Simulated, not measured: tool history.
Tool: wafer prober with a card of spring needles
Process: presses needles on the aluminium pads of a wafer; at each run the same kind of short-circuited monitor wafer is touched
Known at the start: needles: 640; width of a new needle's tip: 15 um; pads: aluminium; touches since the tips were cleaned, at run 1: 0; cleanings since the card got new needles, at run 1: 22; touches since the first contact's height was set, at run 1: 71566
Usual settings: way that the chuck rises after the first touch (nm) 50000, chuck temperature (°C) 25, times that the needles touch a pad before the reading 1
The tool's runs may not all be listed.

run,day,way that the chuck rises after the first touch (nm),chuck temperature (°C),times that the needles touch a pad before the reading,touches since the tips were cleaned,cleanings since the card got new needles,touches since the first contact's height was set,resistance of one needle with its contact and lead (mohm),way that a needle slides on the pad (nm)
1,0,50000,25,1,0,22,71566,240,11960
# day 0.129: height of the first contact set anew
# day 0.592: tips cleaned on abrasive film
# day 1.154: tips cleaned on abrasive film
# day 1.733: tips cleaned on abrasive film
2,2.033,50000,25,1,3754,25,23727,234,11970
# day 2.258: tips cleaned on abrasive film
# day 2.825: tips cleaned on abrasive film
# day 3.371: tips cleaned on abrasive film
# day 3.95: tips cleaned on abrasive film
3,4.067,51000,25,1,1463,29,48960,236,12180
# day 4.529: tips cleaned on abrasive film
4,4.988,51000,25,1,5734,30,60428,231,12220
# day 5.104: tips cleaned on abrasive film
# day 5.571: tips cleaned on abrasive film
# day 6.042: height of the first contact set anew
# day 6.162: tips cleaned on abrasive film
5,6.217,51000,25,1,687,33,2130,236,12240
# day 6.683: tips cleaned on abrasive film
# day 7.233: tips cleaned on abrasive film
6,7.592,50000,25,1,4513,35,19249,235,12000
# day 7.7: tips cleaned on abrasive film
# day 8.167: tips cleaned on abrasive film
# day 8.746: tips cleaned on abrasive film
# day 9.208: tips cleaned on abrasive film
7,9.346,50000,25,1,1706,39,41010,233,11980
# day 9.683: tips cleaned on abrasive film
# day 10.262: tips cleaned on abrasive film
# day 10.75: tips cleaned on abrasive film
8,10.75,50000,25,1,0,42,58432,237,11970
# day 11.296: tips cleaned on abrasive film
# day 11.846: tips cleaned on abrasive film
# day 11.971: height of the first contact set anew
# day 12.425: tips cleaned on abrasive film
9,12.512,50000,45,1,1094,45,6726,242,11990
# day 12.979: tips cleaned on abrasive film
# day 13.529: tips cleaned on abrasive film
# day 14.092: tips cleaned on abrasive film
10,14.417,50000,25,1,4079,48,30396,236,11990
# day 14.65: tips cleaned on abrasive film
# day 15.212: tips cleaned on abrasive film
# day 15.771: tips cleaned on abrasive film
# day 16.238: tips cleaned on abrasive film
11,16.346,50000,25,1,1370,52,54365,234,12010
# day 16.808: tips cleaned on abrasive film
# day 17.375: tips cleaned on abrasive film
# day 17.846: height of the first contact set anew
# day 17.942: tips cleaned on abrasive film
# day 18.475: tips cleaned on abrasive film
12,18.475,50000,25,1,0,56,7764,236,11990
# day 19.054: tips cleaned on abrasive film
# day 19.621: tips cleaned on abrasive film
# day 20.192: tips cleaned on abrasive film
13,20.504,50000,25,1,3923,59,33027,236,11970
# day 20.729: tips cleaned on abrasive film
# day 21.279: tips cleaned on abrasive film
# day 21.825: tips cleaned on abrasive film
14,22.212,50000,25,1,4889,62,54298,239,12000
# day 22.317: tips cleaned on abrasive film
# day 22.883: tips cleaned on abrasive film
# day 23.462: tips cleaned on abrasive film
# day 23.821: height of the first contact set anew
# day 24.054: tips cleaned on abrasive film
15,24.112,50000,25,1,734,66,3619,240,12030

The next listed run, before its measurement:
# day 24.554: tips cleaned on abrasive film
# day 25.117: tips cleaned on abrasive film
# day 25.696: tips cleaned on abrasive film
# day 26.162: tips cleaned on abrasive film
16,26.162,50000,54,2,0,70,29102,?,?

resistance of one needle with its contact and lead (mohm): 244
way that a needle slides on the pad (nm): 12040
Without the tool's hidden state the same run would have given resistance of one needle with its contact and lead (mohm) 244, way that a needle slides on the pad (nm) 11970.
